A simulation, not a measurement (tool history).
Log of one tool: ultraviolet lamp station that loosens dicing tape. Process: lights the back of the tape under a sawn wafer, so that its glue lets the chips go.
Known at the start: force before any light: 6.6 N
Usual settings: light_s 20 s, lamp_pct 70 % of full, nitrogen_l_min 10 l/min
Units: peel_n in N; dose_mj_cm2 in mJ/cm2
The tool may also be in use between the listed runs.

| run | hour | light_s | lamp_pct | nitrogen_l_min | peel_n | dose_mj_cm2 |
|---|---|---|---|---|---|---|
| 1 | 0.0 | 20 | 70 | 10 | 1.574 | 191 |
| 2 | 65.1 | 20 | 70 | 6 | 1.905 | 179 |
|  | 102.4 | lamp changed |
| 3 | 137.5 | 20 | 70 | 10 | 0.914 | 246 |
| 4 | 176.6 | 20 | 70 | 12 | 0.943 | 239 |
| 5 | 223.1 | 20 | 64 | 12 | 1.178 | 216 |
|  | 259.1 | window cleaned of glue's vapour |
| 6 | 285.5 | 20 | 64 | 12 | 1.291 | 204 |
| 7 | 334.8 | 20 | 70 | 9 | 1.291 | 212 |
| 8 | 394.8 | 20 | 70 | 9 | 1.332 | 205 |
| 9 | 467.6 | 20 | 70 | 9 | 1.457 | 198 |
| 10 | 517.1 | 20 | 70 | 9 | 1.539 | 191 |
| 11 | 581.1 | 20 | 70 | 9 | 1.590 | 182 |
|  | 634.5 | window cleaned of glue's vapour, once more |
| 12 | 638.2 | 20 | 70 | 9 | 0.983 | 253 |
| 13 | 673.3 | 20 | 70 | 9 | 1.027 | 250 |
| 14 | 742.4 | 20 | 93 | 10 | 0.580 | 319 |
| 15 | 790.2 | 20 | 93 | 10 | 0.615 | 306 |
| 16 | 826.4 | 20 | 93 | 10 | 0.625 | 296 |
| 17 | 863.9 | 20 | 93 | 10 | 0.671 | 293 |
| 18 | 926.9 | 20 | 93 | 10 | 0.728 | 284 |
| 19 | 966.5 | 20 | 93 | 10 | 0.779 | 281 |
| 20 | 1019.6 | 20 | 93 | 10 | 0.826 | 262 |
| 21 | 1086.2 | 20 | 70 | 10 | 1.390 | 193 |
| 22 | 1160.6 | 20 | 70 | 10 | 1.520 | 183 |
| 23 | 1193.1 | 20 | 73 | 10 | 1.466 | 185 |
|  | 1242.1 | window cleaned of glue's vapour |
| 24 | 1253.0 | 20 | 91 | 10 | 0.846 | 262 |
|  | 1280.8 | lamp changed |
| 25 | 1312.7 | 28 | 76 | 10 | 0.281 | 422 |
| 26 | 1360.5 | 25 | 64 | 10 | 0.595 | 308 |
| 27 | 1433.5 | 18 | 72 | 14 | 0.860 | 242 |
| 28 | 1483.4 | 18 | 68 | 14 | 1.018 | 224 |
| 29 | 1521.3 | 18 | 72 | 9 | 1.162 | 234 |
| 30 | 1578.8 | 18 | 72 | 9 | 1.166 | 220 |
| 31 | 1611.0 | 13 | 72 | 5 | 2.282 | 159 |
| 32 | 1647.2 | 24 | 72 | 19 | 0.526 | 293 |
| 33 | 1709.9 | 39 | 63 | 6 | 0.479 | 398 |
| 34 | 1778.5 | 39 | 63 | 6 | 0.536 | 381 |
| 35 | 1815.5 | 39 | 63 | 6 | 0.554 | 374 |
|  | 1852.3 | window cleaned of glue's vapour |
| 36 | 1854.7 | 39 | 63 | 6 | 0.388 | 433 |
| 37 | 1902.8 | 39 | 63 | 6 | 0.404 | 423 |
| 38 | 1940.3 | 39 | 63 | 6 | 0.438 | 412 |
| 39 | 1992.6 | 39 | 63 | 6 | 0.473 | 400 |
| 40 | 2029.8 | 20 | 60 | 10 | 1.457 | 192 |
| 41 | 2064.4 | 20 | 60 | 10 | 1.509 | 187 |
| 42 | 2122.3 | 20 | 60 | 10 | 1.615 | 186 |

4 ways to go on from here, each from the tool as it stands after run 42. What would each give?
| A | 2157.0 | 26 | 60 | 18 | ? | ? |
| B | 2157.0 | 13 | 87 | 10 | ? | ? |
| C | 2157.0 | 20 | 67 | 19 | ? | ? |
| D | 2157.0 | 17 | 67 | 7 | ? | ? |

| run | peel_n | dose_mj_cm2 |
|---|---|---|
| A | 0.915 | 229 |
| B | 1.776 | 165 |
| C | 1.072 | 197 |
| D | 1.899 | 163 |
Without the tool's hidden state the same runs would have given:
| run | peel_n | dose_mj_cm2 |
|---|---|---|
| A | 0.424 | 328 |
| B | 1.033 | 236 |
| C | 0.527 | 281 |
| D | 1.145 | 234 |

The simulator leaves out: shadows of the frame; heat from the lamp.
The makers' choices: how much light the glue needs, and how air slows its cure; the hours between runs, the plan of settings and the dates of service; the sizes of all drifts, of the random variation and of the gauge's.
